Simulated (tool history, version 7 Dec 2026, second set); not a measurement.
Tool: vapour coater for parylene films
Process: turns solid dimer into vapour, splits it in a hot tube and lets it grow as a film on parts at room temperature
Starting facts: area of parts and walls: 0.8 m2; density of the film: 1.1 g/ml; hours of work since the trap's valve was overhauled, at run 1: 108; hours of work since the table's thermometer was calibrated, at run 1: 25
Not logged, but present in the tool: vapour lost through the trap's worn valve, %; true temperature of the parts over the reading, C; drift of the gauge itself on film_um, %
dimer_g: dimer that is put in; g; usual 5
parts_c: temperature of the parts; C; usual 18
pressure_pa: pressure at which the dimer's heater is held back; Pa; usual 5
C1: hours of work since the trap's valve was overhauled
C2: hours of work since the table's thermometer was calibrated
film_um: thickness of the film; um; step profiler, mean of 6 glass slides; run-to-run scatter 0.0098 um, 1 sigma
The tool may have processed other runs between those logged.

run 1 hour=0 | dimer_g=5 parts_c=18 pressure_pa=5 | C1=108 C2=25 | film_um=3.235
run 2 hour=20.6 | dimer_g=5 parts_c=10 pressure_pa=5 | C1=119 C2=36 | film_um=4.259
run 3 hour=31.1 | dimer_g=5 parts_c=10 pressure_pa=5 | C1=124 C2=42 | film_um=4.266
run 4 hour=48.9 | dimer_g=3 parts_c=18 pressure_pa=5 | C1=134 C2=51 | film_um=1.954
run 5 hour=59.4 | dimer_g=2 parts_c=18 pressure_pa=5 | C1=139 C2=57 | film_um=1.3
run 6 hour=78.7 | dimer_g=2 parts_c=18 pressure_pa=5 | C1=149 C2=67 | film_um=1.287
run 7 hour=99.2 | dimer_g=2 parts_c=18 pressure_pa=5 | C1=160 C2=78 | film_um=1.293
-- hour=104.8 trap's valve overhauled
run 8 hour=125 | dimer_g=6 parts_c=21 pressure_pa=7.51 | C1=11 C2=89 | film_um=3.136
run 9 hour=134.8 | dimer_g=6 parts_c=21 pressure_pa=7.51 | C1=16 C2=95 | film_um=3.141
-- hour=160.4 trap's valve overhauled, once more
run 10 hour=160.4 | dimer_g=3 parts_c=12 pressure_pa=2.59 | C1=0 C2=106 | film_um=2.881

Predict each of these 5 candidate next runs independently; none follows another, all start after run 10:
run A hour=170 | dimer_g=5 parts_c=25 pressure_pa=5 | C1=5 C2=111 | film_um=?
run B hour=170 | dimer_g=5 parts_c=13 pressure_pa=5 | C1=5 C2=111 | film_um=?
run C hour=170 | dimer_g=3 parts_c=18 pressure_pa=5 | C1=5 C2=111 | film_um=?
run D hour=170 | dimer_g=5 parts_c=23 pressure_pa=4.45 | C1=5 C2=111 | film_um=?
run E hour=170 | dimer_g=6 parts_c=20 pressure_pa=5.16 | C1=5 C2=111 | film_um=?

run=A film_um=2.628
run=B film_um=3.944
run=C film_um=1.997
run=D film_um=2.888
run=E film_um=3.704
The same runs, with their run-to-run variation unchanged, on a tool lacking any hidden condition would have given:
run=A film_um=2.624
run=B film_um=3.938
run=C film_um=1.995
run=D film_um=2.884
run=E film_um=3.699

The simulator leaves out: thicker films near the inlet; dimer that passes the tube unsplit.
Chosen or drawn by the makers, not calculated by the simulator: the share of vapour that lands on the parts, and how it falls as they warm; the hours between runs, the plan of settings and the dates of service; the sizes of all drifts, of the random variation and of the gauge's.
